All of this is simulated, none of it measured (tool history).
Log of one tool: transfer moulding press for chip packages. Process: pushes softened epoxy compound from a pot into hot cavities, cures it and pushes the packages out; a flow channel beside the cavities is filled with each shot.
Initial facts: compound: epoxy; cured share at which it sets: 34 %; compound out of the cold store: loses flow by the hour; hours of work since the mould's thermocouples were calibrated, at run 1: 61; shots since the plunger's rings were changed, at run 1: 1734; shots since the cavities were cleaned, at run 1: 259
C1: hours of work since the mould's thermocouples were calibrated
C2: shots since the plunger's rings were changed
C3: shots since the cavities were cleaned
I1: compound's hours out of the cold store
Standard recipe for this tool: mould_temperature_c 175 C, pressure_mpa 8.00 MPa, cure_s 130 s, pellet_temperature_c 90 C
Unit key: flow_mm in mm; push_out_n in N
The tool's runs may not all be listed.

run 1 hour=0.0 | mould_temperature_c=175 pressure_mpa=8.00 cure_s=130 pellet_temperature_c=90 | C1=61 C2=1734 C3=259 | I1=8.7 | flow_mm=607 push_out_n=370
-- hour=37.9 cavities cleaned with cleaning compound and waxed
run 2 hour=74.0 | mould_temperature_c=175 pressure_mpa=8.00 cure_s=130 pellet_temperature_c=90 | C1=94 C2=2216 C3=240 | I1=38.2 | flow_mm=552 push_out_n=346
run 3 hour=108.2 | mould_temperature_c=175 pressure_mpa=8.00 cure_s=130 pellet_temperature_c=90 | C1=110 C2=2443 C3=467 | I1=21.3 | flow_mm=580 push_out_n=404
-- hour=113.6 cavities cleaned with cleaning compound and waxed
run 4 hour=168.2 | mould_temperature_c=175 pressure_mpa=8.00 cure_s=130 pellet_temperature_c=90 | C1=137 C2=2832 C3=363 | I1=44.6 | flow_mm=537 push_out_n=382
-- hour=192.3 cavities cleaned with cleaning compound and waxed
run 5 hour=206.7 | mould_temperature_c=175 pressure_mpa=8.00 cure_s=130 pellet_temperature_c=90 | C1=154 C2=3078 C3=96 | I1=10.3 | flow_mm=595 push_out_n=319
run 6 hour=248.7 | mould_temperature_c=175 pressure_mpa=8.00 cure_s=130 pellet_temperature_c=90 | C1=173 C2=3357 C3=375 | I1=33.2 | flow_mm=554 push_out_n=411
-- hour=271.6 cavities cleaned with cleaning compound and waxed
run 7 hour=317.2 | mould_temperature_c=175 pressure_mpa=8.00 cure_s=130 pellet_temperature_c=90 | C1=204 C2=3802 C3=302 | I1=20.3 | flow_mm=575 push_out_n=382
-- hour=347.6 cavities cleaned with cleaning compound and waxed
run 8 hour=355.4 | mould_temperature_c=175 pressure_mpa=8.00 cure_s=130 pellet_temperature_c=90 | C1=221 C2=4046 C3=51 | I1=14.8 | flow_mm=585 push_out_n=298
run 9 hour=409.9 | mould_temperature_c=175 pressure_mpa=8.00 cure_s=130 pellet_temperature_c=90 | C1=246 C2=4409 C3=414 | I1=41.1 | flow_mm=540 push_out_n=387
-- hour=428.7 cavities cleaned with cleaning compound and waxed
run 10 hour=448.5 | mould_temperature_c=175 pressure_mpa=8.00 cure_s=130 pellet_temperature_c=90 | C1=263 C2=4655 C3=131 | I1=31.2 | flow_mm=550 push_out_n=326
-- hour=505.5 cavities cleaned with cleaning compound and waxed
run 11 hour=527.5 | mould_temperature_c=178 pressure_mpa=8.00 cure_s=130 pellet_temperature_c=90 | C1=299 C2=5171 C3=147 | I1=13.0 | flow_mm=573 push_out_n=290
run 12 hour=577.9 | mould_temperature_c=178 pressure_mpa=8.00 cure_s=130 pellet_temperature_c=90 | C1=322 C2=5505 C3=481 | I1=11.4 | flow_mm=575 push_out_n=351
-- hour=585.2 cavities cleaned with cleaning compound and waxed
run 13 hour=616.8 | mould_temperature_c=178 pressure_mpa=8.00 cure_s=130 pellet_temperature_c=90 | C1=339 C2=5754 C3=210 | I1=23.4 | flow_mm=551 push_out_n=319
-- hour=623.7 mould's thermocouples calibrated
-- hour=666.4 cavities cleaned with cleaning compound and waxed
run 14 hour=693.7 | mould_temperature_c=178 pressure_mpa=8.00 cure_s=130 pellet_temperature_c=90 | C1=32 C2=6242 C3=182 | I1=9.5 | flow_mm=571 push_out_n=291
run 15 hour=733.6 | mould_temperature_c=174 pressure_mpa=8.31 cure_s=130 pellet_temperature_c=90 | C1=50 C2=6507 C3=447 | I1=15.8 | flow_mm=579 push_out_n=417
-- hour=745.1 cavities cleaned with cleaning compound and waxed
run 16 hour=767.3 | mould_temperature_c=170 pressure_mpa=9.29 cure_s=130 pellet_temperature_c=90 | C1=65 C2=6721 C3=147 | I1=23.3 | flow_mm=614 push_out_n=443
-- hour=802.5 plunger's sealing rings changed
-- hour=811.0 mould's thermocouples calibrated, once more
run 17 hour=818.0 | mould_temperature_c=170 pressure_mpa=9.29 cure_s=130 pellet_temperature_c=90 | C1=3 C2=89 C3=454 | I1=10.2 | flow_mm=683 push_out_n=626
-- hour=828.1 cavities cleaned with cleaning compound and waxed
run 18 hour=853.9 | mould_temperature_c=170 pressure_mpa=9.29 cure_s=130 pellet_temperature_c=90 | C1=19 C2=318 C3=171 | I1=22.6 | flow_mm=659 push_out_n=497
-- hour=908.0 cavities cleaned with cleaning compound and waxed
run 19 hour=909.6 | mould_temperature_c=174 pressure_mpa=9.75 cure_s=140 pellet_temperature_c=95 | C1=44 C2=678 C3=11 | I1=19.9 | flow_mm=658 push_out_n=281
-- hour=983.9 cavities cleaned with cleaning compound and waxed
run 20 hour=988.6 | mould_temperature_c=173 pressure_mpa=8.82 cure_s=140 pellet_temperature_c=99 | C1=80 C2=1193 C3=31 | I1=41.0 | flow_mm=595 push_out_n=293
-- hour=1066.1 cavities cleaned with cleaning compound and waxed
run 21 hour=1066.4 | mould_temperature_c=173 pressure_mpa=8.19 cure_s=135 pellet_temperature_c=99 | C1=115 C2=1700 C3=2 | I1=45.1 | flow_mm=556 push_out_n=303
run 22 hour=1105.9 | mould_temperature_c=176 pressure_mpa=8.00 cure_s=130 pellet_temperature_c=90 | C1=133 C2=1963 C3=265 | I1=13.5 | flow_mm=596 push_out_n=350
-- hour=1143.1 cavities cleaned with cleaning compound and waxed
run 23 hour=1181.2 | mould_temperature_c=174 pressure_mpa=8.00 cure_s=142 pellet_temperature_c=90 | C1=167 C2=2453 C3=253 | I1=36.2 | flow_mm=554 push_out_n=342
-- hour=1220.6 cavities cleaned with cleaning compound and waxed
run 24 hour=1249.9 | mould_temperature_c=175 pressure_mpa=8.00 cure_s=141 pellet_temperature_c=90 | C1=198 C2=2900 C3=194 | I1=37.5 | flow_mm=548 push_out_n=333
run 25 hour=1292.2 | mould_temperature_c=175 pressure_mpa=8.00 cure_s=135 pellet_temperature_c=97 | C1=218 C2=3181 C3=475 | I1=42.0 | flow_mm=540 push_out_n=381
-- hour=1300.4 cavities cleaned with cleaning compound and waxed
run 26 hour=1352.7 | mould_temperature_c=175 pressure_mpa=8.00 cure_s=135 pellet_temperature_c=97 | C1=245 C2=3574 C3=348 | I1=38.4 | flow_mm=544 push_out_n=345
-- hour=1378.0 cavities cleaned with cleaning compound and waxed
run 27 hour=1410.6 | mould_temperature_c=175 pressure_mpa=8.00 cure_s=135 pellet_temperature_c=97 | C1=271 C2=3948 C3=216 | I1=43.6 | flow_mm=538 push_out_n=334

Selected run-to-run steps in flow_mm, each split into two signed amounts: the part the tool would show with no hidden state at all (from settings, incoming material and random variation), and the remainder, which goes to the hidden state together with any gauge scatter not common to the measured and the hidden-state-free results:
The hidden state here: true mould temperature over the reading, C; pressure that reaches the compound, % of what is set; grip of the stained cavities, % over clean ones'; drift of the gauge itself on flow_mm, %; drift of the gauge itself on push_out_n, %.
Run 4 -> 5: cavities cleaned with cleaning compound and waxed. flow_mm +58 mm: hidden state -4, all else +62.
Run 16 -> 17: plunger's sealing rings changed, mould's thermocouples calibrated, once more. flow_mm +69 mm: hidden state +40, all else +29.
Run 19 -> 20: mould_temperature_c 174 -> 173, pressure_mpa 9.75 -> 8.82, pellet_temperature_c 95 -> 99, cavities cleaned with cleaning compound and waxed. flow_mm -63 mm: hidden state -1, all else -62.
